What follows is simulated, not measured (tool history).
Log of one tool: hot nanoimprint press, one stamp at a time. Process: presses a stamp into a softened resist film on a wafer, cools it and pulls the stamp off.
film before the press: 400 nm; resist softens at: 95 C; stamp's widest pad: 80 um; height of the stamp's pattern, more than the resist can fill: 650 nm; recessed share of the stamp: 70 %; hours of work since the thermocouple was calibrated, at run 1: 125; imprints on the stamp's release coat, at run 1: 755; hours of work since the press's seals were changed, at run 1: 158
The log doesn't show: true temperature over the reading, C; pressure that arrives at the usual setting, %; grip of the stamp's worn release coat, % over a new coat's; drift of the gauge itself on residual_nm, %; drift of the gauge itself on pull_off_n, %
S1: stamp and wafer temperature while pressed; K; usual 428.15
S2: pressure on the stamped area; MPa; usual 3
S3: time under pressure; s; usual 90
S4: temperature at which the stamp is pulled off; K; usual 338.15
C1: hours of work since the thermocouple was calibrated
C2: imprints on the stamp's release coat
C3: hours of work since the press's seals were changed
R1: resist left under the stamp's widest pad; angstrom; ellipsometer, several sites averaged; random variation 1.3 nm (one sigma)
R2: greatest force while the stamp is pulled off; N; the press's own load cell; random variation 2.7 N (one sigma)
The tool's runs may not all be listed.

| run | hour | S1 | S2 | S3 | S4 | C1 | C2 | C3 | R1 | R2 |
|---|---|---|---|---|---|---|---|---|---|---|
| 1 | 0 | 428.15 | 3 | 90 | 338.15 | 125 | 755 | 158 | 1947 | 197 |
|  | 17.8 | stamp cleaned and given a new release coat |
| 2 | 76.8 | 428.15 | 3 | 90 | 338.15 | 181 | 285 | 214 | 1965 | 196 |
| 3 | 109.5 | 428.15 | 3 | 67 | 338.15 | 207 | 443 | 240 | 2170 | 197 |
| 4 | 152.4 | 428.15 | 3 | 67 | 338.15 | 241 | 651 | 274 | 2155 | 195 |
|  | 188.6 | stamp cleaned and given a new release coat |
| 5 | 218 | 428.15 | 3 | 90 | 339.15 | 289 | 142 | 322 | 1967 | 196 |
| 6 | 283.2 | 428.15 | 3 | 90 | 330.15 | 341 | 458 | 374 | 1955 | 218 |
|  | 316.8 | plate thermocouple calibrated |
| 7 | 331.3 | 428.15 | 3 | 90 | 338.15 | 12 | 675 | 410 | 1945 | 201 |
|  | 363.8 | stamp cleaned and given a new release coat |
| 8 | 379.2 | 428.15 | 3 | 90 | 338.15 | 45 | 74 | 443 | 1948 | 200 |
| 9 | 438.7 | 428.15 | 3 | 90 | 338.15 | 92 | 362 | 490 | 1941 | 198 |
| 10 | 486.4 | 428.15 | 3 | 90 | 338.15 | 130 | 593 | 528 | 1948 | 198 |
| 11 | 517.1 | 428.15 | 2.9 | 90 | 328.15 | 155 | 741 | 553 | 1971 | 223 |
|  | 537.6 | stamp cleaned and given a new release coat |
| 12 | 561.1 | 435.15 | 1.99 | 137 | 331.15 | 185 | 113 | 583 | 1423 | 214 |
| 13 | 611.8 | 435.15 | 1.99 | 137 | 331.15 | 226 | 359 | 624 | 1446 | 211 |
| 14 | 665.9 | 428.15 | 2 | 115 | 345.15 | 269 | 620 | 667 | 2119 | 184 |
|  | 709.5 | stamp cleaned and given a new release coat |
| 15 | 709.5 | 428.15 | 4.58 | 173 | 338.15 | 299 | 0 | 697 | 1238 | 198 |
| 16 | 750.6 | 428.15 | 4.58 | 173 | 338.15 | 331 | 199 | 729 | 1231 | 197 |

3 ways to go on from here, each from the tool as it stands after run 16. What would each give?
| A | 790.2 | 436.15 | 3 | 91 | 338.15 | 363 | 390 | 761 | ? | ? |
| B | 790.2 | 433.15 | 4.58 | 139 | 334.15 | 363 | 390 | 761 | ? | ? |
| C | 790.2 | 426.15 | 2.7 | 79 | 338.15 | 363 | 390 | 761 | ? | ? |

| run | R1 | R2 |
|---|---|---|
| A | 1335 | 198 |
| B | 1050 | 211 |
| C | 2317 | 197 |
Without the tool's hidden state the same runs would have given:
| run | R1 | R2 |
|---|---|---|
| A | 1331 | 198 |
| B | 1047 | 210 |
| C | 2312 | 197 |
